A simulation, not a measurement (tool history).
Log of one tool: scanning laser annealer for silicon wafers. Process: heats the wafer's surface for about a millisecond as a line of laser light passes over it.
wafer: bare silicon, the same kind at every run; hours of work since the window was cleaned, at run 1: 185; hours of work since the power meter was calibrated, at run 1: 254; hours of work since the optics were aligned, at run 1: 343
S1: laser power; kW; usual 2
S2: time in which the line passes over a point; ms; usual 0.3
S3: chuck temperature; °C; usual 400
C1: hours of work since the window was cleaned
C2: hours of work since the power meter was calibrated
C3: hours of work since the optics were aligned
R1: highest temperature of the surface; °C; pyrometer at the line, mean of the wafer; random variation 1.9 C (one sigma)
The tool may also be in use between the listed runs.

run   hour     S1     S2   S3   C1   C2   C3    R1
  1      0      2    0.3  400  185  254  343  1199
  2   21.6      2    0.3  400  197  266  354  1197
  3   52.4      2    0.3  400  214  283  371  1195
  4   76.2      2    0.3  400  227  296  384  1196
  5  106.8      2  0.222  400  244  312  401  1101
  6  128.4      2  0.222  403  255  324  413  1100
  7  158.9      2  0.379  400  272  341  429  1276
  8  181.6  1.752    0.3  400  284  353  442  1087
  9  207.1  1.752    0.3  400  298  367  455  1082
 10  223.2  1.752    0.3  400  307  376  464  1084
 11    261  1.752    0.3  400  327  396  485  1081
     266.1  -- laser's power meter calibrated
 12  285.8      2    0.3  393  339   11  497  1181
 13  305.3      2    0.3  400  350   21  507  1188
 14  330.2      2    0.3  400  364   35  521  1185
     360.5  -- laser's power meter calibrated, once more
 15  360.5      2    0.3  400  378    0  536  1195
 16  380.6      2    0.3  400  389   11  547  1192
 17  417.6  1.709    0.3  400  410   31  567  1062
 18  437.7  1.709    0.3  400  420   42  578  1063
 19  475.9  1.709    0.3  400  441   63  598  1061
 20  510.3  1.709    0.3  400  460   82  617  1062
 21  540.1  2.145    0.3  400  476   98  633  1248
 22  564.4  2.145    0.3  400  489  111  647  1247
 23  597.9  2.145    0.3  400  508  129  665  1247
 24  631.8  2.145    0.3  400  526  148  683  1245
 25  668.4      2  0.221  427  546  168  703  1115
 26  696.6  1.704  0.308  372  561  183  719  1033
 27  719.2  1.856  0.288  370  574  195  731  1079
 28  750.3  1.716  0.251  415  591  212  748  1029
 29  789.4  2.012  0.269  405  612  234  769  1154
     794.9  -- window over the wafer cleaned
 30  812.6  1.737  0.219  405   10  245  781  1003
 31  844.3  1.737  0.239  405   27  262  798  1024
 32  874.2      2  0.222  378   43  279  814  1083
 33    907  2.173  0.233  407   61  296  832  1192
 34  937.6  1.788  0.332  400   78  313  849  1138
 35  956.8  1.864  0.276  400   88  324  859  1111

Measured less the same run without the tool's hidden state. The same run-to-run variation is in both; the gauge's scatter may not be:
The hidden state here: light that passes the window, % of a clean one's; laser's true power over the reading, %; width of the line over the set one, %; drift of the gauge itself on peak_c, C.
run   R1
  1  -17
  2  -17
  3  -17
  4  -18
  5  -17
  6  -17
  7  -22
  8  -18
  9  -19
 10  -20
 11  -21
 12  -26
 13  -27
 14  -27
 15  -22
 16  -22
 17  -19
 18  -20
 19  -21
 20  -22
 21  -29
 22  -30
 23  -30
 24  -32
 25  -27
 26  -26
 27  -29
 28  -26
 29  -33
 30  -11
 31  -12
 32  -14
 33  -17
 34  -16
 35  -17
